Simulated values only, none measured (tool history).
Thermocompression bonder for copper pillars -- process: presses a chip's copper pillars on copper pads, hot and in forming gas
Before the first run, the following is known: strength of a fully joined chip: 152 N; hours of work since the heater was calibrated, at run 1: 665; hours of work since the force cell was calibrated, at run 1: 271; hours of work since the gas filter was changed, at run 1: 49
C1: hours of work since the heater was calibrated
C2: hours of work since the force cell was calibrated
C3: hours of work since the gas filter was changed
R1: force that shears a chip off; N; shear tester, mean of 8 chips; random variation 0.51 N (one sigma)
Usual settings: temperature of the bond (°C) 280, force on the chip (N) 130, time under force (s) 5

run 1 hour=0 | temperature_of_the_bond_(°C)=280 force_on_the_chip_(N)=130 time_under_force_(s)=5 | C1=665 C2=271 C3=49 | R1=78.1
run 2 hour=22.4 | temperature_of_the_bond_(°C)=280 force_on_the_chip_(N)=130 time_under_force_(s)=5 | C1=681 C2=288 C3=66 | R1=78.1
run 3 hour=51.3 | temperature_of_the_bond_(°C)=280 force_on_the_chip_(N)=83 time_under_force_(s)=5 | C1=702 C2=309 C3=87 | R1=50
run 4 hour=67.8 | temperature_of_the_bond_(°C)=280 force_on_the_chip_(N)=83 time_under_force_(s)=5 | C1=714 C2=321 C3=99 | R1=50.7
-- hour=79.3 heater calibrated with a thermocouple chip
run 5 hour=88.6 | temperature_of_the_bond_(°C)=280 force_on_the_chip_(N)=83 time_under_force_(s)=5 | C1=7 C2=335 C3=113 | R1=54.9
run 6 hour=112 | temperature_of_the_bond_(°C)=280 force_on_the_chip_(N)=83 time_under_force_(s)=5 | C1=24 C2=352 C3=130 | R1=55.2
run 7 hour=129.1 | temperature_of_the_bond_(°C)=280 force_on_the_chip_(N)=83 time_under_force_(s)=5 | C1=36 C2=364 C3=142 | R1=55
run 8 hour=156.6 | temperature_of_the_bond_(°C)=280 force_on_the_chip_(N)=83 time_under_force_(s)=5 | C1=56 C2=384 C3=162 | R1=54.9
run 9 hour=187.5 | temperature_of_the_bond_(°C)=280 force_on_the_chip_(N)=130 time_under_force_(s)=5 | C1=79 C2=407 C3=185 | R1=80.8
run 10 hour=202.1 | temperature_of_the_bond_(°C)=280 force_on_the_chip_(N)=99 time_under_force_(s)=5 | C1=90 C2=418 C3=196 | R1=63.4
run 11 hour=232.5 | temperature_of_the_bond_(°C)=280 force_on_the_chip_(N)=99 time_under_force_(s)=5 | C1=112 C2=440 C3=218 | R1=63.5
run 12 hour=250.9 | temperature_of_the_bond_(°C)=280 force_on_the_chip_(N)=99 time_under_force_(s)=5 | C1=125 C2=453 C3=231 | R1=62.6
run 13 hour=274.6 | temperature_of_the_bond_(°C)=280 force_on_the_chip_(N)=99 time_under_force_(s)=5 | C1=143 C2=471 C3=249 | R1=62.6
run 14 hour=297.7 | temperature_of_the_bond_(°C)=280 force_on_the_chip_(N)=99 time_under_force_(s)=8 | C1=160 C2=488 C3=266 | R1=73.6
run 15 hour=321.4 | temperature_of_the_bond_(°C)=280 force_on_the_chip_(N)=99 time_under_force_(s)=8 | C1=177 C2=505 C3=283 | R1=73.1
run 16 hour=340.2 | temperature_of_the_bond_(°C)=280 force_on_the_chip_(N)=99 time_under_force_(s)=8 | C1=191 C2=519 C3=297 | R1=73.5
run 17 hour=359.2 | temperature_of_the_bond_(°C)=280 force_on_the_chip_(N)=130 time_under_force_(s)=5 | C1=204 C2=532 C3=310 | R1=77.9
-- hour=375.5 forming gas filter changed
run 18 hour=388.9 | temperature_of_the_bond_(°C)=280 force_on_the_chip_(N)=130 time_under_force_(s)=5 | C1=226 C2=554 C3=10 | R1=84.3
run 19 hour=406.8 | temperature_of_the_bond_(°C)=280 force_on_the_chip_(N)=130 time_under_force_(s)=5 | C1=239 C2=567 C3=23 | R1=83.4
run 20 hour=425.7 | temperature_of_the_bond_(°C)=280 force_on_the_chip_(N)=130 time_under_force_(s)=5 | C1=253 C2=581 C3=37 | R1=82.6
run 21 hour=451.3 | temperature_of_the_bond_(°C)=267 force_on_the_chip_(N)=104 time_under_force_(s)=8 | C1=271 C2=599 C3=55 | R1=67.3
run 22 hour=466.9 | temperature_of_the_bond_(°C)=267 force_on_the_chip_(N)=104 time_under_force_(s)=8 | C1=283 C2=611 C3=67 | R1=67.6
run 23 hour=486.1 | temperature_of_the_bond_(°C)=267 force_on_the_chip_(N)=104 time_under_force_(s)=8 | C1=297 C2=625 C3=81 | R1=67.4
run 24 hour=504.4 | temperature_of_the_bond_(°C)=267 force_on_the_chip_(N)=104 time_under_force_(s)=8 | C1=310 C2=638 C3=94 | R1=66
run 25 hour=519.3 | temperature_of_the_bond_(°C)=267 force_on_the_chip_(N)=104 time_under_force_(s)=8 | C1=321 C2=649 C3=105 | R1=65.5
run 26 hour=538.6 | temperature_of_the_bond_(°C)=280 force_on_the_chip_(N)=130 time_under_force_(s)=3 | C1=335 C2=663 C3=119 | R1=67.2
run 27 hour=552.8 | temperature_of_the_bond_(°C)=305 force_on_the_chip_(N)=130 time_under_force_(s)=4 | C1=346 C2=673 C3=129 | R1=99.7
run 28 hour=573.7 | temperature_of_the_bond_(°C)=310 force_on_the_chip_(N)=131 time_under_force_(s)=4 | C1=361 C2=689 C3=145 | R1=103.6
run 29 hour=597.4 | temperature_of_the_bond_(°C)=310 force_on_the_chip_(N)=131 time_under_force_(s)=4 | C1=378 C2=706 C3=162 | R1=102.4
run 30 hour=625.9 | temperature_of_the_bond_(°C)=254 force_on_the_chip_(N)=138 time_under_force_(s)=4 | C1=399 C2=727 C3=183 | R1=53.7
run 31 hour=642.6 | temperature_of_the_bond_(°C)=253 force_on_the_chip_(N)=138 time_under_force_(s)=11 | C1=411 C2=739 C3=195 | R1=76.2
run 32 hour=656.6 | temperature_of_the_bond_(°C)=287 force_on_the_chip_(N)=130 time_under_force_(s)=3 | C1=421 C2=749 C3=205 | R1=72.1
run 33 hour=677.7 | temperature_of_the_bond_(°C)=266 force_on_the_chip_(N)=119 time_under_force_(s)=3 | C1=437 C2=765 C3=221 | R1=49.7
run 34 hour=704.4 | temperature_of_the_bond_(°C)=280 force_on_the_chip_(N)=105 time_under_force_(s)=3 | C1=456 C2=784 C3=240 | R1=53.7
run 35 hour=726.4 | temperature_of_the_bond_(°C)=280 force_on_the_chip_(N)=105 time_under_force_(s)=3 | C1=472 C2=800 C3=256 | R1=53.2
run 36 hour=749.4 | temperature_of_the_bond_(°C)=282 force_on_the_chip_(N)=130 time_under_force_(s)=5 | C1=489 C2=817 C3=273 | R1=80.2
run 37 hour=773.9 | temperature_of_the_bond_(°C)=282 force_on_the_chip_(N)=130 time_under_force_(s)=5 | C1=507 C2=835 C3=291 | R1=79.6
run 38 hour=800.9 | temperature_of_the_bond_(°C)=303 force_on_the_chip_(N)=102 time_under_force_(s)=4 | C1=527 C2=855 C3=311 | R1=76.9
-- hour=816.8 forming gas filter changed
run 39 hour=816.8 | temperature_of_the_bond_(°C)=292 force_on_the_chip_(N)=102 time_under_force_(s)=4 | C1=538 C2=866 C3=0 | R1=71.7

For each run, the measured value with the value that run would have given without the tool's hidden condition subtracted. The run-to-run variation is shared by both, the gauge scatter possibly not:
Hidden state present: true temperature of the bond over the reading, C; force that reaches the chip, % of what is set; oxide that the forming gas leaves, % of the face; drift of the gauge itself on shear_n, %.
run=1 R1=-5.5
run=2 R1=-5.8
run=3 R1=-4.7
run=4 R1=-4.8
run=5 R1=+0
run=6 R1=-0.3
run=7 R1=-0.6
run=8 R1=-0.8
run=9 R1=-2.1
run=10 R1=-1.7
run=11 R1=-2.1
run=12 R1=-2.3
run=13 R1=-2.6
run=14 R1=-3.5
run=15 R1=-3.9
run=16 R1=-4.1
run=17 R1=-4.8
run=18 R1=+0.4
run=19 R1=+0.1
run=20 R1=-0.2
run=21 R1=-0.7
run=22 R1=-0.9
run=23 R1=-1.2
run=24 R1=-1.4
run=25 R1=-1.6
run=26 R1=-1.7
run=27 R1=-2.5
run=28 R1=-3.1
run=29 R1=-3.5
run=30 R1=-2.8
run=31 R1=-4.1
run=32 R1=-3.6
run=33 R1=-3
run=34 R1=-3.3
run=35 R1=-3.6
run=36 R1=-5.6
run=37 R1=-6
run=38 R1=-5.9
run=39 R1=-0.6
